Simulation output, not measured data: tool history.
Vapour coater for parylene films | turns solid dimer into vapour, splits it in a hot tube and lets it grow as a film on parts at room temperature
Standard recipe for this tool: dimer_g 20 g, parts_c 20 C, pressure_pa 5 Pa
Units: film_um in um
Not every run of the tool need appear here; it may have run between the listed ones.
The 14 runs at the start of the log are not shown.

| run | hour | dimer_g | parts_c | pressure_pa | film_um |
|---|---|---|---|---|---|
| 15 | 294.9 | 20 | 20 | 5 | 10.36 |
| 16 | 307.4 | 20 | 20 | 5 | 10.36 |
| 17 | 331.6 | 20 | 20 | 5 | 10.41 |
| 18 | 357.4 | 20 | 20 | 5 | 10.44 |
| 19 | 371.2 | 18 | 31 | 5.68 | 5.98 |
| 20 | 396.1 | 18 | 22 | 5.68 | 8.56 |
| 21 | 412.8 | 25 | 12 | 5 | 18.1 |
|  | 423.9 | trap's valve overhauled |
| 22 | 432.4 | 25 | 12 | 5 | 18.04 |
| 23 | 462.3 | 25 | 12 | 5 | 18.05 |
| 24 | 478.9 | 25 | 12 | 5 | 18 |
| 25 | 499.9 | 25 | 12 | 5 | 18.01 |
| 26 | 520.4 | 25 | 12 | 5 | 18.17 |
| 27 | 550.4 | 19 | 22 | 4.83 | 9.22 |
| 28 | 566.7 | 20 | 15 | 2.24 | 13.36 |
| 29 | 594.9 | 20 | 26 | 4.67 | 8.26 |
| 30 | 610.2 | 20 | 26 | 4.67 | 8.29 |

Run 31 is up next; what results do you expect?
| 31 | 628.5 | 18 | 26 | 7.62 | ? |

Run 31 came out at film_um 7.19 um.
On a tool with no hidden condition, and with the same random variation, this run would have come out at film_um 7.09 um.

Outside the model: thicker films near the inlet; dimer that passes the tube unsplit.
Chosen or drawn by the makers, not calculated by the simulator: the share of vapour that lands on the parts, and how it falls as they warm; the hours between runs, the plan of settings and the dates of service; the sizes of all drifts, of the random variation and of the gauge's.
